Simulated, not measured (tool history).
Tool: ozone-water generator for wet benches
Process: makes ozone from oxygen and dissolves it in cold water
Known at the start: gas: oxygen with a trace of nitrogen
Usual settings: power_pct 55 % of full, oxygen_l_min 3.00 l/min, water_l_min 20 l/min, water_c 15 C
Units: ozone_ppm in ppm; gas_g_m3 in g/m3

| run | day | power_pct | oxygen_l_min | water_l_min | water_c | ozone_ppm | gas_g_m3 |
|---|---|---|---|---|---|---|---|
| 1 | 0.000 | 55 | 3.00 | 20 | 15 | 14.0 | 162.9 |
| 2 | 2.404 | 55 | 3.00 | 20 | 15 | 13.9 | 163.4 |
| 3 | 5.008 | 69 | 3.00 | 20 | 15 | 16.0 | 184.8 |
| 4 | 7.358 | 69 | 3.00 | 13 | 15 | 22.1 | 185.4 |
| 5 | 9.304 | 69 | 3.00 | 13 | 8 | 24.0 | 184.3 |
| 6 | 12.383 | 69 | 3.00 | 13 | 8 | 24.3 | 185.0 |
| 7 | 14.171 | 69 | 3.00 | 13 | 8 | 24.0 | 184.4 |
| 8 | 16.233 | 55 | 3.00 | 13 | 15 | 19.8 | 161.2 |
| 9 | 20.000 | 55 | 3.00 | 13 | 15 | 19.5 | 161.2 |
| 10 | 22.933 | 55 | 3.00 | 17 | 15 | 16.1 | 163.6 |
| 11 | 24.738 | 55 | 3.00 | 17 | 15 | 15.4 | 162.7 |
| 12 | 28.925 | 55 | 3.00 | 17 | 15 | 16.0 | 162.1 |
| 13 | 31.462 | 55 | 3.00 | 17 | 15 | 16.2 | 163.3 |
| 14 | 34.200 | 55 | 3.00 | 17 | 15 | 15.8 | 163.0 |
| 15 | 36.712 | 55 | 3.00 | 17 | 15 | 15.9 | 162.7 |
| 16 | 39.712 | 55 | 3.00 | 20 | 15 | 14.1 | 162.1 |
| 17 | 41.921 | 55 | 3.00 | 20 | 21 | 13.1 | 161.4 |
| 18 | 45.696 | 41 | 4.65 | 14 | 21 | 14.6 | 110.5 |
| 19 | 48.404 | 93 | 4.96 | 25 | 11 | 18.4 | 172.4 |
| 20 | 50.942 | 54 | 4.96 | 25 | 10 | 13.5 | 125.3 |
| 21 | 54.892 | 55 | 3.00 | 17 | 11 | 16.6 | 161.4 |
| 22 | 58.179 | 55 | 3.00 | 20 | 12 | 14.5 | 162.1 |
| 23 | 61.146 | 55 | 4.60 | 13 | 12 | 20.6 | 132.8 |
| 24 | 64.179 | 55 | 3.39 | 13 | 12 | 20.5 | 152.4 |
| 25 | 67.125 | 82 | 3.39 | 14 | 12 | 24.4 | 192.9 |
| 26 | 70.521 | 82 | 3.39 | 14 | 12 | 24.3 | 191.6 |
| 27 | 74.042 | 82 | 3.39 | 14 | 12 | 24.5 | 189.7 |
| 28 | 76.046 | 78 | 4.09 | 12 | 8 | 28.4 | 169.9 |
| 29 | 79.879 | 92 | 4.09 | 12 | 21 | 25.5 | 184.6 |
| 30 | 82.783 | 92 | 4.09 | 12 | 21 | 25.8 | 185.8 |
| 31 | 85.796 | 80 | 3.00 | 20 | 16 | 17.2 | 201.5 |
| 32 | 89.904 | 80 | 3.00 | 20 | 16 | 17.4 | 200.2 |
| 33 | 92.800 | 94 | 3.00 | 21 | 16 | 18.1 | 219.7 |

Not shown: 2 entries that the log had between the listed runs. Between which runs, and how does the tool's hidden state differ before and after?
Between runs 15 and 16: water thermometer calibrated (day 39.279)
  true water temperature over the reading, C: 0.01 -> 0
Between runs 32 and 33: contactor cleaned (day 91.083)
  contactor's efficiency, % of a clean one's: 99.9 -> 100
